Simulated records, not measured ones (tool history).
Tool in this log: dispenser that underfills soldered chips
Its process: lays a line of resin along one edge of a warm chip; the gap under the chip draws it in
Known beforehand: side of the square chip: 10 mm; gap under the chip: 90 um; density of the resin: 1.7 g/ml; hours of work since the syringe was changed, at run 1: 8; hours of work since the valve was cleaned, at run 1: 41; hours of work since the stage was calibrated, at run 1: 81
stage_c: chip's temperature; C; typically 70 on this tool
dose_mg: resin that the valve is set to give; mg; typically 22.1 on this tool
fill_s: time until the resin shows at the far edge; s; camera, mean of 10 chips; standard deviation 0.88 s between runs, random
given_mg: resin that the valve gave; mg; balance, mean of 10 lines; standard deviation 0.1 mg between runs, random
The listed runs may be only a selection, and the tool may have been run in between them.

| run | day | stage_c | dose_mg | hours of work since the syringe was changed | hours of work since the valve was cleaned | hours of work since the stage was calibrated | fill_s | given_mg |
|---|---|---|---|---|---|---|---|---|
| 1 | 0.000 | 70 | 22.1 | 8 | 41 | 81 | 132.4 | 21.30 |
|  | 0.204 | new syringe of resin |
|  | 0.346 | dispensing valve cleaned and set on the balance |
| 2 | 0.375 | 66 | 22.1 | 2 | 0 | 87 | 117.7 | 22.03 |
| 3 | 0.533 | 66 | 22.1 | 5 | 3 | 89 | 133.9 | 22.02 |
| 4 | 0.846 | 70 | 22.1 | 10 | 8 | 94 | 150.4 | 21.78 |
|  | 0.883 | new syringe of resin |
| 5 | 1.188 | 70 | 22.1 | 5 | 14 | 100 | 115.0 | 21.71 |
| 6 | 1.392 | 70 | 22.1 | 8 | 17 | 103 | 138.1 | 21.56 |
|  | 1.542 | new syringe of resin |
| 7 | 1.546 | 70 | 22.1 | 0 | 19 | 106 | 85.6 | 21.80 |
| 8 | 1.700 | 70 | 22.1 | 3 | 22 | 108 | 101.4 | 21.61 |
| 9 | 2.000 | 70 | 22.1 | 8 | 27 | 113 | 131.5 | 21.52 |
| 10 | 2.158 | 70 | 25.9 | 10 | 29 | 116 | 148.5 | 25.27 |
|  | 2.188 | new syringe of resin |
| 11 | 2.367 | 70 | 21.0 | 3 | 33 | 119 | 103.6 | 20.21 |
| 12 | 2.529 | 70 | 21.0 | 6 | 35 | 121 | 118.6 | 20.18 |
| 13 | 2.679 | 65 | 22.3 | 8 | 38 | 124 | 171.9 | 21.50 |
|  | 2.825 | new syringe of resin |
| 14 | 2.933 | 65 | 22.3 | 2 | 42 | 128 | 119.4 | 21.50 |
|  | 3.196 | dispensing valve cleaned and set on the balance |
| 15 | 3.308 | 65 | 22.3 | 7 | 2 | 133 | 166.5 | 22.41 |
|  | 3.504 | new syringe of resin |
| 16 | 3.588 | 69 | 26.3 | 1 | 6 | 138 | 93.6 | 26.44 |
| 17 | 3.771 | 69 | 20.8 | 4 | 9 | 141 | 119.4 | 20.66 |
| 18 | 3.958 | 79 | 20.0 | 7 | 12 | 144 | 90.7 | 19.78 |
|  | 4.142 | new syringe of resin |
| 19 | 4.167 | 68 | 25.5 | 0 | 16 | 147 | 95.0 | 25.19 |
| 20 | 4.354 | 68 | 20.1 | 4 | 19 | 150 | 120.6 | 19.86 |
| 21 | 4.538 | 68 | 21.5 | 7 | 22 | 153 | 136.8 | 21.13 |
| 22 | 4.712 | 68 | 21.5 | 9 | 25 | 156 | 163.4 | 21.20 |
|  | 4.792 | new syringe of resin |
| 23 | 4.896 | 70 | 20.3 | 2 | 27 | 159 | 98.2 | 19.89 |

5 ways to go on from here, each from the tool as it stands after run 23. What would each give?
| A | 5.146 | 70 | 21.1 | 6 | 32 | 163 | ? | ? |
| B | 5.146 | 70 | 26.7 | 6 | 32 | 163 | ? | ? |
| C | 5.146 | 70 | 22.6 | 6 | 32 | 163 | ? | ? |
| D | 5.146 | 56 | 22.7 | 6 | 32 | 163 | ? | ? |
| E | 5.146 | 64 | 28.7 | 6 | 32 | 163 | ? | ? |

| run | fill_s | given_mg |
|---|---|---|
| A | 122.4 | 20.78 |
| B | 117.8 | 25.67 |
| C | 121.4 | 21.97 |
| D | 240.2 | 22.02 |
| E | 155.4 | 27.96 |
With the hidden condition removed and each run's random variation left untouched, the same runs would have given:
| run | fill_s | given_mg |
|---|---|---|
| A | 83.2 | 21.36 |
| B | 80.5 | 26.39 |
| C | 82.6 | 22.58 |
| D | 162.9 | 22.64 |
| E | 106.0 | 28.73 |
